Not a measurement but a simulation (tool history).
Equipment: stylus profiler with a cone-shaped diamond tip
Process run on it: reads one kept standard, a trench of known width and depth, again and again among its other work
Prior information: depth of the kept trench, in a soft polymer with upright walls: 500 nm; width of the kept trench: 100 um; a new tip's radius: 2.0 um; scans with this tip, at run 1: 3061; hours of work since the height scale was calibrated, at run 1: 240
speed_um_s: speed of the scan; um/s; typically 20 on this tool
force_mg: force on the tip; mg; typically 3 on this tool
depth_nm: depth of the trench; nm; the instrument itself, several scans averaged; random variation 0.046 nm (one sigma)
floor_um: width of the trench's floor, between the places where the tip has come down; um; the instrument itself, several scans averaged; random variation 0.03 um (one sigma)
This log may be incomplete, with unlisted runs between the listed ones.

run   hour  speed_um_s  force_mg  scans with this tip  hours of work since the height scale was calibrated  depth_nm  floor_um
  1      0          20         3                 3061                                                  240    506.65     97.06
  2     18          20         3                 3180                                                  249    506.63     97.07
  3   40.8          20         3                 3331                                                  261    506.74     97.06
  4   52.2          20      3.28                 3406                                                  267    506.97     97.04
  5   70.1          20      3.28                 3524                                                  276    507.03     97.04
  6   91.5          20      3.28                 3666                                                  287    507.05      97.1
  7  107.1          20      1.71                 3768                                                  295    504.78     97.02
  8    120          20         3                 3854                                                  302    506.66     97.04
  9  131.9          16         3                 3932                                                  308     506.7     97.09
 10  154.5          16         3                 4082                                                  320    506.72     97.12
 11  177.9           8         3                 4236                                                  332     506.7     97.11
 12  201.1          20         3                 4390                                                  344    506.71     97.01
 13  212.6          42         3                 4466                                                  350    506.66      96.9
 14  233.6          68         3                 4604                                                  361    506.65     96.82
 15  248.8          68         3                 4705                                                  368    506.74     96.75
 16    266          68         3                 4818                                                  377    506.69     96.73
 17  283.3          68         3                 4933                                                  386     506.8     96.71
 18  302.7          68         3                 5061                                                  396    506.72     96.73
 19  320.3          68         3                 5177                                                  405    506.88     96.71
 20  336.3          20      5.41                 5283                                                  414    509.87     97.02
 21  348.7          18      5.41                 5365                                                  420    509.82     96.99
 22    370          11       5.5                 5505                                                  431       510     97.01
 23  381.4          78      4.99                 5581                                                  437    509.36     96.73
 24  397.6          12      1.05                 5688                                                  445    503.53     96.97
 25  414.7           7      1.12                 5801                                                  454    503.71     97.02
 26  437.7           7      1.15                 5953                                                  466    503.67     97.02
 27  448.6          55      1.59                 6024                                                  472    504.61     96.62
 28  468.6          55      1.59                 6157                                                  482    504.68     96.65
 29    479          55      1.59                 6225                                                  487    504.58     96.63
 30    503          17      1.34                 6384                                                  500    504.19     96.97
 31  516.4          17      1.34                 6472                                                  507    504.11     96.92
 32  537.3          70      3.43                 6610                                                  518    507.57     96.67
 33  558.5           7      1.84                 6750                                                  529    504.99     96.98
 34  583.2          29      2.12                 6914                                                  541    505.52      96.8
 35  593.8          16      1.13                 6984                                                  547    503.74     96.91
 36  613.1           8      5.53                 7111                                                  557    510.07        97

Forecast each of these 4 alternatives for the next run:
  A  638.3          13      1.45                 7277                                                  570         ?         ?
  B  638.3           8      2.79                 7277                                                  570         ?         ?
  C  638.3          14      8.24                 7277                                                  570         ?         ?
  D  638.3          32      1.97                 7277                                                  570         ?         ?

run  depth_nm  floor_um
  A    504.42     96.86
  B    506.54     96.94
  C    513.04     96.93
  D    505.33     96.76
With no hidden state in the tool, these same runs would have given:
run  depth_nm  floor_um
  A    503.93     97.21
  B    506.04     97.28
  C    512.53     97.28
  D    504.83     97.11

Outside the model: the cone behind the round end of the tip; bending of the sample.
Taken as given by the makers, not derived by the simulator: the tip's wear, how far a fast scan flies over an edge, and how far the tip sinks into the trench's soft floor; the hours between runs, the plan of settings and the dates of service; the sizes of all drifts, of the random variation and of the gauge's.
